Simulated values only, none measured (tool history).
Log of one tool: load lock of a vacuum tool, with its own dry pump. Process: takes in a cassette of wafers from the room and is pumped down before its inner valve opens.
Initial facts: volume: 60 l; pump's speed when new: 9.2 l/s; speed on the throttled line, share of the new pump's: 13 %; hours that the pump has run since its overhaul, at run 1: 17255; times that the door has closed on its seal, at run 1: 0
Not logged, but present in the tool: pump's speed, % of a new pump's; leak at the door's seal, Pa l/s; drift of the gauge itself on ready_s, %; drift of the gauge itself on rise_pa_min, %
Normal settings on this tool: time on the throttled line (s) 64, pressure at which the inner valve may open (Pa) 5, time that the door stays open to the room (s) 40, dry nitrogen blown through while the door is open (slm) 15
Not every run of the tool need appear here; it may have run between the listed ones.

| run | hour | time on the throttled line (s) | pressure at which the inner valve may open (Pa) | time that the door stays open to the room (s) | dry nitrogen blown through while the door is open (slm) | hours that the pump has run since its overhaul | times that the door has closed on its seal | incoming humidity of the room's air, % | time from the closed door until the inner valve may open (s) | rise of the pressure with all valves shut (Pa/min) |
|---|---|---|---|---|---|---|---|---|---|---|
| 1 | 0.0 | 64 | 5 | 40 | 15 | 17255 | 0 | 47.9 | 121.4 | 0.017 |
| 2 | 484.2 | 64 | 5 | 40 | 15 | 17739 | 1665 | 44.8 | 119.3 | 0.016 |
| 3 | 1077.4 | 64 | 5 | 40 | 15 | 18332 | 3704 | 45.4 | 120.5 | 0.017 |
| 4 | 1500.4 | 64 | 5 | 40 | 15 | 18755 | 5159 | 44.4 | 121.4 | 0.018 |
|  | 1878.5 | dry pump taken out, an overhauled one fitted |
| 5 | 2022.9 | 64 | 5 | 40 | 15 | 144 | 6935 | 45.9 | 121.1 | 0.019 |
| 6 | 2425.5 | 64 | 5 | 40 | 15 | 547 | 8319 | 45.1 | 121.7 | 0.016 |
| 7 | 2843.7 | 64 | 5 | 40 | 15 | 965 | 9757 | 46.6 | 120.4 | 0.014 |
| 8 | 3271.2 | 64 | 5 | 40 | 15 | 1393 | 11227 | 41.7 | 120.5 | 0.012 |
| 9 | 3640.2 | 64 | 5 | 40 | 15 | 1762 | 12496 | 46.5 | 120.3 | 0.023 |
| 10 | 4065.5 | 64 | 5 | 40 | 15 | 2187 | 13958 | 43.7 | 121.8 | 0.013 |
| 11 | 4456.5 | 64 | 5 | 40 | 15 | 2578 | 15303 | 44.1 | 121.0 | 0.012 |
| 12 | 4726.0 | 64 | 5 | 40 | 15 | 2847 | 16229 | 43.3 | 120.3 | 0.022 |
| 13 | 5005.3 | 64 | 5 | 40 | 15 | 3127 | 17190 | 41.4 | 121.8 | 0.014 |
| 14 | 5581.2 | 64 | 5 | 40 | 15 | 3703 | 19170 | 43.5 | 120.6 | 0.017 |
| 15 | 5998.9 | 64 | 5 | 40 | 35 | 4120 | 20606 | 41.4 | 121.0 | 0.009 |
| 16 | 6412.7 | 64 | 5 | 40 | 15 | 4534 | 22029 | 45.4 | 120.5 | 0.016 |
| 17 | 7005.9 | 64 | 5 | 40 | 15 | 5127 | 24069 | 46.6 | 122.4 | 0.018 |
| 18 | 7463.2 | 64 | 5 | 40 | 15 | 5585 | 25641 | 48.0 | 121.4 | 0.024 |
| 19 | 7892.3 | 64 | 5 | 112 | 15 | 6014 | 27117 | 47.4 | 120.5 | 0.030 |
| 20 | 8464.9 | 97 | 7 | 40 | 16 | 6586 | 29086 | 46.1 | 146.4 | 0.016 |
| 21 | 9023.6 | 34 | 7 | 40 | 15 | 7145 | 31007 | 44.8 | 91.7 | 0.013 |
| 22 | 9481.9 | 34 | 6 | 57 | 15 | 7603 | 32583 | 46.3 | 94.5 | 0.022 |
| 23 | 9923.3 | 68 | 6 | 186 | 15 | 8045 | 34101 | 42.0 | 122.4 | 0.036 |
| 24 | 10269.3 | 68 | 6 | 186 | 15 | 8391 | 35290 | 47.7 | 121.8 | 0.034 |
| 25 | 10664.8 | 85 | 6 | 116 | 5 | 8786 | 36650 | 46.2 | 137.9 | 0.038 |
| 26 | 10956.9 | 85 | 7 | 116 | 5 | 9078 | 37655 | 46.9 | 136.2 | 0.037 |
| 27 | 11394.3 | 59 | 5 | 93 | 9 | 9516 | 39159 | 49.4 | 117.9 | 0.028 |
| 28 | 11754.0 | 87 | 5 | 164 | 15 | 9876 | 40396 | 46.6 | 141.9 | 0.033 |
| 29 | 12326.1 | 87 | 5 | 164 | 15 | 10448 | 42363 | 44.9 | 141.0 | 0.036 |
| 30 | 12695.9 | 87 | 8 | 81 | 16 | 10817 | 43634 | 42.7 | 137.2 | 0.029 |
| 31 | 13105.2 | 87 | 8 | 81 | 16 | 11227 | 45042 | 46.1 | 139.0 | 0.030 |
| 32 | 13461.6 | 87 | 8 | 81 | 16 | 11583 | 46267 | 43.3 | 138.0 | 0.024 |
|  | 13573.2 | door's seal changed, seat wiped |
| 33 | 13827.8 | 99 | 7 | 40 | 15 | 11948 | 875 | 42.9 | 149.7 | 0.021 |
| 34 | 14368.3 | 44 | 5 | 40 | 15 | 12488 | 2734 | 46.1 | 103.8 | 0.019 |
| 35 | 14754.8 | 61 | 4 | 35 | 19 | 12875 | 4063 | 47.3 | 119.7 | 0.014 |
| 36 | 15188.3 | 64 | 8 | 40 | 15 | 13308 | 5554 | 48.7 | 118.1 | 0.020 |
| 37 | 15677.8 | 64 | 8 | 40 | 15 | 13798 | 7237 | 40.7 | 116.9 | 0.013 |

What if the next run were any one of these 3? Each begins from the tool's condition after run 37:
| A | 16074.1 | 39 | 5 | 40 | 26 | 14194 | 8599 | 46.4 | ? | ? |
| B | 16074.1 | 64 | 9 | 40 | 15 | 14194 | 8599 | 44.6 | ? | ? |
| C | 16074.1 | 64 | 5 | 40 | 6 | 14194 | 8599 | 42.4 | ? | ? |

| run | time from the closed door until the inner valve may open (s) | rise of the pressure with all valves shut (Pa/min) |
|---|---|---|
| A | 99.2 | 0.016 |
| B | 116.2 | 0.013 |
| C | 122.0 | 0.021 |
What these runs would have given with no unlogged condition in the tool:
| run | time from the closed door until the inner valve may open (s) | rise of the pressure with all valves shut (Pa/min) |
|---|---|---|
| A | 99.1 | 0.016 |
| B | 116.2 | 0.013 |
| C | 121.9 | 0.021 |
